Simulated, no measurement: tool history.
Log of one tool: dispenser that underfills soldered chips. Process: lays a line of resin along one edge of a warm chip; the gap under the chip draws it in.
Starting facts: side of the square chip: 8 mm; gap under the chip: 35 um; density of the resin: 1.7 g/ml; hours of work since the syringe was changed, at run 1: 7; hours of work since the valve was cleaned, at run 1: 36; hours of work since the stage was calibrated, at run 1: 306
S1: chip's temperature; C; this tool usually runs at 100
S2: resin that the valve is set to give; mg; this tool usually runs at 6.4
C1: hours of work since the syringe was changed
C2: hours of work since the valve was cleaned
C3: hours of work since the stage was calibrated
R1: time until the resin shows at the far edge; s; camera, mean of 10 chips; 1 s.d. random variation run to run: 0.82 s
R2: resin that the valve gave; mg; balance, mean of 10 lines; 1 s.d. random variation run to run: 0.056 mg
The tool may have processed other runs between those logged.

run 1 hour=0 | S1=100 S2=6.4 | C1=7 C2=36 C3=306 | R1=129.3 R2=6.26
-- hour=2.8 new syringe of resin
run 2 hour=6.8 | S1=100 S2=6.4 | C1=3 C2=40 C3=310 | R1=90.5 R2=6.24
-- hour=15.4 new syringe of resin
run 3 hour=19.4 | S1=100 S2=6.4 | C1=3 C2=48 C3=318 | R1=91.4 R2=6.19
run 4 hour=27.2 | S1=100 S2=6.4 | C1=8 C2=53 C3=323 | R1=138.2 R2=6.06
-- hour=28.2 new syringe of resin
-- hour=40.8 new syringe of resin
run 5 hour=40.8 | S1=100 S2=6.4 | C1=0 C2=62 C3=332 | R1=75.7 R2=6.1
run 6 hour=52.7 | S1=100 S2=6.4 | C1=8 C2=69 C3=339 | R1=143.8 R2=6.04
-- hour=53.6 new syringe of resin
run 7 hour=63.1 | S1=100 S2=6.4 | C1=6 C2=76 C3=346 | R1=120.5 R2=6
-- hour=66.8 new syringe of resin
run 8 hour=72.8 | S1=100 S2=8.15 | C1=4 C2=82 C3=352 | R1=101.1 R2=7.63
-- hour=80.4 new syringe of resin
run 9 hour=80.5 | S1=100 S2=8.15 | C1=0 C2=87 C3=357 | R1=73.3 R2=7.67
run 10 hour=91.4 | S1=100 S2=6.97 | C1=7 C2=94 C3=364 | R1=132.6 R2=6.48
-- hour=93.1 new syringe of resin
run 11 hour=102.3 | S1=100 S2=6.4 | C1=6 C2=101 C3=371 | R1=119.8 R2=5.94
-- hour=106 new syringe of resin
run 12 hour=116.7 | S1=100 S2=6.4 | C1=7 C2=110 C3=380 | R1=133 R2=5.71
-- hour=118.8 new syringe of resin
run 13 hour=130.5 | S1=100 S2=6.4 | C1=8 C2=119 C3=388 | R1=139 R2=5.82
-- hour=131.5 new syringe of resin
-- hour=137.4 dispensing valve cleaned and set on the balance
run 14 hour=142.2 | S1=100 S2=6.4 | C1=6 C2=3 C3=395 | R1=124.1 R2=6.29
-- hour=145.5 new syringe of resin
run 15 hour=156.6 | S1=100 S2=8.19 | C1=7 C2=12 C3=404 | R1=133 R2=8.11
-- hour=158.8 new syringe of resin
run 16 hour=169.7 | S1=92 S2=5.41 | C1=7 C2=20 C3=412 | R1=166 R2=5.22
-- hour=171.3 new syringe of resin
run 17 hour=178 | S1=113 S2=7.05 | C1=4 C2=26 C3=418 | R1=77.7 R2=6.83
-- hour=184 new syringe of resin
run 18 hour=192.7 | S1=94 S2=7.57 | C1=6 C2=35 C3=427 | R1=138.9 R2=7.38
-- hour=196.4 new syringe of resin
run 19 hour=199.3 | S1=94 S2=7.57 | C1=2 C2=39 C3=431 | R1=99.4 R2=7.33
run 20 hour=205.7 | S1=94 S2=7.57 | C1=6 C2=43 C3=435 | R1=139.2 R2=7.3
-- hour=209.2 new syringe of resin
run 21 hour=215.7 | S1=94 S2=7.57 | C1=4 C2=49 C3=441 | R1=118.8 R2=7.21
-- hour=222.1 new syringe of resin
run 22 hour=226.2 | S1=106 S2=7.12 | C1=3 C2=56 C3=448 | R1=78.9 R2=6.88

What will run 23 give?
-- hour=235.4 new syringe of resin
run 23 hour=240.6 | S1=91 S2=8.09 | C1=3 C2=65 C3=457 | R1=? R2=?

{"run 23": {"R1": 118.2, "R2": 7.62}}
With the hidden condition absent and the run-to-run variation left alone, this run would have shown R1 95.3 s, R2 8.07 mg.
